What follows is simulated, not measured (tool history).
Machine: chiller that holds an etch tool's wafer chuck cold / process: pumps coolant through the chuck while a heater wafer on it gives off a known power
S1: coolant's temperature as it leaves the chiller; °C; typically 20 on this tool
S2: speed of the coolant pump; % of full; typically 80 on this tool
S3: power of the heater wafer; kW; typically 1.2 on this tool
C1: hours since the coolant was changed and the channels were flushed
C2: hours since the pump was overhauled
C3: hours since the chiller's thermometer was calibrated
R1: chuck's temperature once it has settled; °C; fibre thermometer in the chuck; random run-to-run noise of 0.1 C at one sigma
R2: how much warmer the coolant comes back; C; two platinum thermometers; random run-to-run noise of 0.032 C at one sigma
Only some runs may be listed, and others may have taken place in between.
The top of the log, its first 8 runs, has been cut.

| run | hour | S1 | S2 | S3 | C1 | C2 | C3 | R1 | R2 |
|---|---|---|---|---|---|---|---|---|---|
| 9 | 966.7 | 20 | 97 | 1.2 | 197 | 2231 | 299 | 28.8 | 2.86 |
| 10 | 1109.7 | 12 | 97 | 1.2 | 340 | 2374 | 442 | 20.8 | 2.91 |
| 11 | 1215.6 | 11 | 80 | 1.2 | 446 | 2480 | 548 | 21.3 | 3.44 |
| 12 | 1340.8 | 11 | 80 | 1.2 | 571 | 2605 | 673 | 21.5 | 3.48 |
| 13 | 1461.9 | 20 | 80 | 0.703 | 692 | 2727 | 794 | 26.2 | 2.07 |
| 14 | 1535.8 | 20 | 80 | 0.703 | 766 | 2801 | 868 | 26.1 | 2.02 |
| 15 | 1682.1 | 11 | 80 | 1.2 | 912 | 2947 | 1014 | 21.5 | 3.54 |
| 16 | 1779 | 11 | 80 | 1.2 | 1009 | 3044 | 1111 | 21.2 | 3.53 |
| 17 | 1916.4 | 11 | 80 | 1.2 | 1146 | 3181 | 1249 | 21.3 | 3.43 |
| 18 | 2065.9 | 30 | 80 | 1.39 | 1296 | 3331 | 1398 | 42 | 4.08 |
| 19 | 2184 | 14 | 61 | 1.2 | 1414 | 3449 | 1516 | 26.9 | 4.55 |
| 20 | 2323.8 | 20 | 70 | 0.911 | 1554 | 3589 | 1656 | 28.9 | 3.06 |
| 21 | 2445.4 | 17 | 67 | 1.766 | 1675 | 3710 | 1778 | 34.9 | 6.06 |
| 22 | 2579.6 | 21 | 93 | 1.2 | 1810 | 3844 | 1912 | 30.6 | 2.99 |
| 23 | 2650.5 | 21 | 93 | 1.2 | 1881 | 3915 | 1983 | 30.6 | 3.02 |
| 24 | 2761.6 | 21 | 93 | 1.2 | 1992 | 4026 | 2094 | 30.5 | 3.1 |

Run 25 is up next; what results do you expect?
| 25 | 2878.1 | 21 | 93 | 1.2 | 2108 | 4143 | 2210 | ? | ? |

Run 25 measured R1 30.5 °C, R2 3.04 C.
Take away the tool's hidden state, keep the run-to-run variation as it was, and the same run would have given R1 29.7 °C, R2 2.94 C.
